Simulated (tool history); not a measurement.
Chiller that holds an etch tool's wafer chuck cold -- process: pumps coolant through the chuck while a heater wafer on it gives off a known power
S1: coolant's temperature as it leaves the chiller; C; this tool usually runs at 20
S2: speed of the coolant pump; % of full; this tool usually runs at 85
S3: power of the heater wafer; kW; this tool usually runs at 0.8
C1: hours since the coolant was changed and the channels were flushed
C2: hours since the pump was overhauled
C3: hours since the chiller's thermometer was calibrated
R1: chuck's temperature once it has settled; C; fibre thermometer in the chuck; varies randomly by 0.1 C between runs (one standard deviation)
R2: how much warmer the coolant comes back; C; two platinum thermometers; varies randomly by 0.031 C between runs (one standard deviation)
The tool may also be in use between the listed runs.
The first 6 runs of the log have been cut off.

{"run": 7, "hour": 501.8, "S1": 20, "S2": 85, "S3": 0.487, "C1": 6134, "C2": 3692, "C3": 278, "R1": 23.2, "R2": 1.52}
{"run": 8, "hour": 567.8, "S1": 20, "S2": 85, "S3": 0.904, "C1": 6200, "C2": 3758, "C3": 344, "R1": 26, "R2": 2.8}
{"run": 9, "hour": 682.6, "S1": 20, "S2": 85, "S3": 0.904, "C1": 6315, "C2": 3872, "C3": 459, "R1": 26.1, "R2": 2.81}
{"run": 10, "hour": 766.2, "S1": 14, "S2": 85, "S3": 0.8, "C1": 6399, "C2": 3956, "C3": 542, "R1": 19.4, "R2": 2.48}
{"hour": 795.3, "done": "coolant changed, channels flushed"}
{"run": 11, "hour": 886.5, "S1": 20, "S2": 85, "S3": 0.8, "C1": 91, "C2": 4070, "C3": 656, "R1": 25.1, "R2": 2.4}
{"run": 12, "hour": 959.5, "S1": 20, "S2": 85, "S3": 0.8, "C1": 164, "C2": 4143, "C3": 729, "R1": 25.1, "R2": 2.41}
{"run": 13, "hour": 1066.3, "S1": 20, "S2": 85, "S3": 0.8, "C1": 271, "C2": 4250, "C3": 836, "R1": 25.2, "R2": 2.35}
{"run": 14, "hour": 1132.2, "S1": 20, "S2": 85, "S3": 0.8, "C1": 337, "C2": 4316, "C3": 902, "R1": 25.1, "R2": 2.43}
{"run": 15, "hour": 1214.4, "S1": 20, "S2": 85, "S3": 0.8, "C1": 419, "C2": 4398, "C3": 984, "R1": 25.2, "R2": 2.4}
{"run": 16, "hour": 1299.4, "S1": 20, "S2": 85, "S3": 0.8, "C1": 504, "C2": 4483, "C3": 1069, "R1": 25.3, "R2": 2.4}
{"run": 17, "hour": 1381.1, "S1": 12, "S2": 69, "S3": 0.579, "C1": 586, "C2": 4565, "C3": 1151, "R1": 16.6, "R2": 2.17}
{"run": 18, "hour": 1447.0, "S1": 20, "S2": 85, "S3": 0.733, "C1": 652, "C2": 4631, "C3": 1217, "R1": 24.8, "R2": 2.27}
{"run": 19, "hour": 1528.8, "S1": 18, "S2": 63, "S3": 0.8, "C1": 734, "C2": 4713, "C3": 1299, "R1": 24.9, "R2": 3.44}
{"run": 20, "hour": 1629.8, "S1": 18, "S2": 63, "S3": 0.8, "C1": 835, "C2": 4814, "C3": 1400, "R1": 24.8, "R2": 3.34}
{"run": 21, "hour": 1690.8, "S1": 14, "S2": 85, "S3": 0.478, "C1": 896, "C2": 4875, "C3": 1461, "R1": 17.1, "R2": 1.43}
{"run": 22, "hour": 1758.3, "S1": 14, "S2": 64, "S3": 1.135, "C1": 963, "C2": 4942, "C3": 1528, "R1": 23.8, "R2": 4.74}
{"run": 23, "hour": 1812.3, "S1": 12, "S2": 96, "S3": 0.8, "C1": 1017, "C2": 4996, "C3": 1582, "R1": 16.6, "R2": 2.12}

Estimate the outcome of run 24 from the log above:
{"run": 24, "hour": 1869.6, "S1": 12, "S2": 96, "S3": 0.8, "C1": 1074, "C2": 5053, "C3": 1640, "R1": "?", "R2": "?"}

{"run 24": {"R1": 16.6, "R2": 2.09}}
The same run, on a tool lacking any hidden state, would have yielded R1 16.6 C, R2 2.19 C.

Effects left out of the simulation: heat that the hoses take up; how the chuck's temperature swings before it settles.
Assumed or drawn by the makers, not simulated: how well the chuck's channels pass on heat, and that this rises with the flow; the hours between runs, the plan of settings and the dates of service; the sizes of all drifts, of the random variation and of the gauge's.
